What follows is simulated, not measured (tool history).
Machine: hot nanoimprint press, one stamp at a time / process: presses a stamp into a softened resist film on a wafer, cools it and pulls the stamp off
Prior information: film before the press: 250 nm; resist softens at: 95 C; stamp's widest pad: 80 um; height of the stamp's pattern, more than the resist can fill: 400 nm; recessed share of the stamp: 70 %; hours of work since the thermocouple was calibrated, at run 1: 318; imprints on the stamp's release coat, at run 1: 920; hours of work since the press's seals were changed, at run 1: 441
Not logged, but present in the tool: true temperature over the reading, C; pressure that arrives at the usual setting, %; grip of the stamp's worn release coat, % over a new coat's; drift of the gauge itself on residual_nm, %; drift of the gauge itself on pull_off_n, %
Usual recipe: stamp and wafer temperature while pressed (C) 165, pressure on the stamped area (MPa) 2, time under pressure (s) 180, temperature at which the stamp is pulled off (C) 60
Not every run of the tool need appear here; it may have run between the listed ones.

run	day	stamp and wafer temperature while pressed (C)	pressure on the stamped area (MPa)	time under pressure (s)	temperature at which the stamp is pulled off (C)	hours of work since the thermocouple was calibrated	imprints on the stamp's release coat	hours of work since the press's seals were changed	resist left under the stamp's widest pad (nm)	greatest force while the stamp is pulled off (N)
1	0	165	2	180	60	318	920	441	98.9	109.2
2	0.596	165	2	180	60	328	994	452	98.9	110.3
3	1.475	165	2	180	60	344	1104	467	98.7	110.9
# day 2.162: stamp cleaned and given a new release coat
4	2.55	165	2	180	60	359	48	482	98.7	99.7
5	3.025	165	2	180	60	367	108	491	99	99
6	3.508	165	2	120	60	376	168	499	112.8	102.8
7	3.925	163	2	180	60	383	220	507	106	103
8	4.3	163	2	180	60	390	267	514	104.9	101.2
9	5.088	165	2	180	49	404	366	528	97.6	113.7
10	5.646	165	2	180	60	414	436	538	97.6	104
11	6.017	165	2	180	60	421	482	544	97.8	103.9
12	6.588	165	2	180	60	431	554	554	97.4	104.6
13	6.954	165	2	180	60	437	600	561	98.3	104.9
14	7.662	165	2	180	60	450	688	574	98.9	106.4
15	8.404	165	2	180	60	463	781	587	96.9	106.4
16	8.85	165	2	180	60	471	837	595	96.6	107.8
17	9.45	165	2.08	180	60	482	912	606	95.1	108.6
18	10.229	165	2.34	101	46	496	1010	619	109.8	126.1
19	10.983	165	2.34	101	46	509	1104	633	108.5	125.1
# day 11.658: stamp cleaned and given a new release coat
20	12.108	165	2.34	101	46	525	56	649	108.4	114
21	12.529	165	2.54	101	46	533	109	656	102.3	113.2
22	13.154	165	2.54	101	46	544	187	667	103.6	113.4
23	13.808	167	2	94	60	555	269	679	112.6	101.7
24	14.383	167	2	173	56	566	341	689	91.9	105.3
25	14.812	168	3.06	92	60	573	395	697	87.2	101.5
# day 15.575: plate thermocouple calibrated
26	15.575	168	3.06	92	60	0	475	708	97	105.4
27	16.446	168	3.06	92	60	16	584	724	97.1	107.5
28	16.804	172	1.61	124	54	22	629	730	108.9	113
29	17.271	172	1.61	222	54	30	687	739	88.2	114.4

How would selected steps in resist left under the stamp's widest pad (nm) from run to run divide? Give the signed amount a tool lacking its hidden state would still show from settings, what came in and random variation, and the signed amount left for the hidden state, including any gauge scatter that is not in both of the compared results.
Run 23 -> 24: time under pressure (s) 94 -> 173, temperature at which the stamp is pulled off (C) 60 -> 56. resist left under the stamp's widest pad (nm) -20.7: hidden state +0.9, all else -21.6.
Run 25 -> 26: plate thermocouple calibrated. resist left under the stamp's widest pad (nm) +9.8: hidden state +9.4, all else +0.4.
Run 27 -> 28: stamp and wafer temperature while pressed (C) 168 -> 172, pressure on the stamped area (MPa) 3.06 -> 1.61, time under pressure (s) 92 -> 124, temperature at which the stamp is pulled off (C) 60 -> 54. resist left under the stamp's widest pad (nm) +11.8: hidden state -2.3, all else +14.1.
Run 28 -> 29: time under pressure (s) 124 -> 222. resist left under the stamp's widest pad (nm) -20.7: hidden state -0.6, all else -20.1.
